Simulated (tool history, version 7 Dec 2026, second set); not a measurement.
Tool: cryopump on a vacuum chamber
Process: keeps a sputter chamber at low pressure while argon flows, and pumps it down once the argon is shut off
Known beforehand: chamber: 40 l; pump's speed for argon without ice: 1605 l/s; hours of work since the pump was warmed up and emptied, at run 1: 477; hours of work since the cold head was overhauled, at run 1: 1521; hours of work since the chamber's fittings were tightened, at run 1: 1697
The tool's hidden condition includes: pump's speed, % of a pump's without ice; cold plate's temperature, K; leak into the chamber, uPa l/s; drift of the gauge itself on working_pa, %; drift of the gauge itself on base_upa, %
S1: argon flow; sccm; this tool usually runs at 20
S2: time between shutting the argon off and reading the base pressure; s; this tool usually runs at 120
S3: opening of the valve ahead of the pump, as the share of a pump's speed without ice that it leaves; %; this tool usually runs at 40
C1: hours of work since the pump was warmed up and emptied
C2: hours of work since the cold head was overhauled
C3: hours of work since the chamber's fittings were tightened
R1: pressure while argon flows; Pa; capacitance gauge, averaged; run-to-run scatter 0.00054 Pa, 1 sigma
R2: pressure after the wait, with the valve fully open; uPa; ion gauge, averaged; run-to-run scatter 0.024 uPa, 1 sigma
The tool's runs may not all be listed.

run,day,S1,S2,S3,C1,C2,C3,R1,R2
1,0.000,20,120,40,477,1521,1697,0.0567,2.72
2,2.592,20,120,40,525,1569,1745,0.0558,2.91
3,5.538,38,120,40,579,1623,1800,0.1070,2.98
4,7.729,8,120,40,620,1664,1840,0.0233,2.99
5,11.008,8,120,40,681,1724,1901,0.0231,3.19
6,12.596,8,120,40,710,1754,1931,0.0226,3.19
7,15.304,8,120,40,760,1804,1981,0.0231,3.29
8,18.458,8,120,40,819,1862,2039,0.0234,3.27
9,20.142,8,83,40,850,1893,2070,0.0230,3.75
10,23.488,8,83,40,912,1955,2132,0.0236,3.92
11,25.150,38,120,40,942,1986,2163,0.1127,3.69
# day 27.929: pump warmed up, emptied and cooled again
12,28.721,38,120,40,15,2048,2225,0.1008,3.01
13,30.712,38,120,40,52,2085,2262,0.1028,3.06
14,33.971,38,120,40,112,2146,2323,0.1017,3.28
15,36.121,38,120,40,152,2186,2362,0.1032,3.30
16,39.183,38,120,40,208,2242,2419,0.1033,3.38
17,40.658,20,120,40,236,2269,2446,0.0541,3.28
18,43.458,27,120,40,288,2321,2498,0.0734,3.45
19,45.617,31,120,40,328,2361,2538,0.0850,3.43
20,48.450,31,120,40,380,2414,2591,0.0855,3.65
# day 49.725: leaking fittings of the chamber tightened, without venting
21,51.604,20,120,48,437,2471,35,0.0468,0.96
22,54.658,13,120,26,493,2527,91,0.0554,0.99
23,58.188,8,116,26,559,2593,157,0.0345,1.11
24,60.008,38,151,40,592,2626,190,0.1083,0.99
25,63.250,8,73,17,652,2686,250,0.0516,1.64
26,66.679,20,79,25,716,2750,314,0.0887,1.70
27,69.642,20,79,25,771,2805,369,0.0889,1.74
28,71.600,24,247,25,807,2841,405,0.1074,1.10
29,74.242,14,262,21,856,2890,454,0.0737,1.15
30,76.550,28,137,34,899,2933,497,0.0950,1.53
31,78.021,22,126,27,926,2960,524,0.0925,1.54
32,80.675,13,50,40,975,3009,573,0.0389,2.65
# day 81.775: pump warmed up, emptied and cooled again
33,84.208,13,50,40,45,3070,635,0.0341,2.47

Difference, measured minus no-hidden-state, one row per run. Run-to-run variation is common to both terms; the gauge's own scatter need not be:
run,R1,R2
1,+0.0031,+1.87
2,+0.0034,+2.01
3,+0.0072,+2.11
4,+0.0017,+2.16
5,+0.0018,+2.31
6,+0.0019,+2.31
7,+0.0021,+2.44
8,+0.0022,+2.47
9,+0.0024,+2.58
10,+0.0026,+2.76
11,+0.0128,+2.82
12,+0.0009,+2.16
13,+0.0013,+2.21
14,+0.0019,+2.41
15,+0.0023,+2.43
16,+0.0030,+2.53
17,+0.0017,+2.48
18,+0.0027,+2.60
19,+0.0035,+2.63
20,+0.0041,+2.80
21,+0.0030,+0.11
22,+0.0021,+0.17
23,+0.0015,+0.25
24,+0.0077,+0.29
25,+0.0018,+0.37
26,+0.0049,+0.47
27,+0.0053,+0.53
28,+0.0068,+0.58
29,+0.0042,+0.66
30,+0.0089,+0.73
31,+0.0072,+0.75
32,+0.0045,+0.84
33,+0.0006,+0.67

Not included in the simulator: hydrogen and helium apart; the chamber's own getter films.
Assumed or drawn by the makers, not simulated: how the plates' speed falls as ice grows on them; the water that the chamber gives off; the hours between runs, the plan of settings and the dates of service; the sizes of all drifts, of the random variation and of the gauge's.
